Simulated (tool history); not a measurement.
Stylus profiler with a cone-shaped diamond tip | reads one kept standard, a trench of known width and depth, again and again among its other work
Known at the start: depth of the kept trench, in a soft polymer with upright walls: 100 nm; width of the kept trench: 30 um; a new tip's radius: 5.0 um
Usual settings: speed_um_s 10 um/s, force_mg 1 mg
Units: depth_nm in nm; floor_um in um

Run 1, hour 0: usual settings. Result: depth_nm 100.67 nm, floor_um 27.98 um.
Run 2, hour 44.6: usual settings. Result: depth_nm 100.77 nm, floor_um 27.98 um.
Run 3, hour 78.9: usual settings. Result: depth_nm 100.82 nm, floor_um 27.96 um.
Run 4, hour 136.3: usual settings but force_mg 0.89 mg. Result: depth_nm 100.49 nm, floor_um 27.96 um.
Run 5, hour 200.9: usual settings but force_mg 0.89 mg. Result: depth_nm 100.54 nm, floor_um 27.91 um.
Run 6, hour 262.4: usual settings but force_mg 0.89 mg. Result: depth_nm 100.78 nm, floor_um 27.96 um.
Run 7, hour 311.2: usual settings but speed_um_s 4 um/s. Result: depth_nm 100.72 nm, floor_um 28.02 um.
Run 8, hour 377.9: usual settings but speed_um_s 4 um/s. Result: depth_nm 100.87 nm, floor_um 27.96 um.
Run 9, hour 409.4: usual settings but force_mg 0.54 mg. Result: depth_nm 100.38 nm, floor_um 27.94 um.
Run 10, hour 473.6: usual settings but force_mg 0.54 mg. Result: depth_nm 100.58 nm, floor_um 27.96 um.
Run 11, hour 540.1: usual settings but force_mg 0.54 mg. Result: depth_nm 100.24 nm, floor_um 27.99 um.
Run 12, hour 584.6: usual settings. Result: depth_nm 100.65 nm, floor_um 27.99 um.
Run 13, hour 650: usual settings. Result: depth_nm 100.64 nm, floor_um 28 um.
Run 14, hour 684.6: usual settings but force_mg 1.21 mg. Result: depth_nm 100.97 nm, floor_um 27.97 um.
Run 15, hour 749.4: usual settings but force_mg 1.21 mg. Result: depth_nm 100.8 nm, floor_um 27.99 um.
Run 16, hour 785.8: usual settings but speed_um_s 6 um/s, force_mg 1.09 mg. Result: depth_nm 100.77 nm, floor_um 28.03 um.
Run 17, hour 838.7: usual settings but speed_um_s 6 um/s, force_mg 1.09 mg. Result: depth_nm 100.85 nm, floor_um 27.99 um.
Run 18, hour 885.7: usual settings but speed_um_s 11 um/s, force_mg 0.78 mg. Result: depth_nm 100.5 nm, floor_um 27.95 um.
Run 19, hour 926.6: usual settings but speed_um_s 11 um/s, force_mg 0.78 mg. Result: depth_nm 100.54 nm, floor_um 27.96 um.
Run 20, hour 975.5: usual settings but speed_um_s 3 um/s, force_mg 1.58 mg. Result: depth_nm 100.64 nm, floor_um 27.98 um.
Run 21, hour 1008: usual settings but speed_um_s 3 um/s, force_mg 0.4 mg. Result: depth_nm 100.46 nm, floor_um 28 um.
Run 22, hour 1050.5: usual settings but force_mg 0.58 mg. Result: depth_nm 100.58 nm, floor_um 27.97 um.
Run 23, hour 1087.3: usual settings but speed_um_s 3 um/s, force_mg 0.58 mg. Result: depth_nm 100.4 nm, floor_um 27.99 um.

Forecast each of these 4 alternatives for the next run:
Run A, hour 1147.8: usual settings but speed_um_s 4 um/s, force_mg 0.58 mg. Result: depth_nm ?, floor_um ?.
Run B, hour 1147.8: usual settings but speed_um_s 3 um/s, force_mg 2.16 mg. Result: depth_nm ?, floor_um ?.
Run C, hour 1147.8: usual settings but speed_um_s 2 um/s, force_mg 0.35 mg. Result: depth_nm ?, floor_um ?.
Run D, hour 1147.8: usual settings but force_mg 1.01 mg. Result: depth_nm ?, floor_um ?.

run  depth_nm  floor_um
  A    100.67        28
  B    101.41     28.04
  C    100.42     27.95
  D    100.65     28.02
Without the tool's hidden state the same runs would have given:
run  depth_nm  floor_um
  A    100.68     28.01
  B    101.42     28.04
  C    100.43     27.95
  D    100.66     28.02
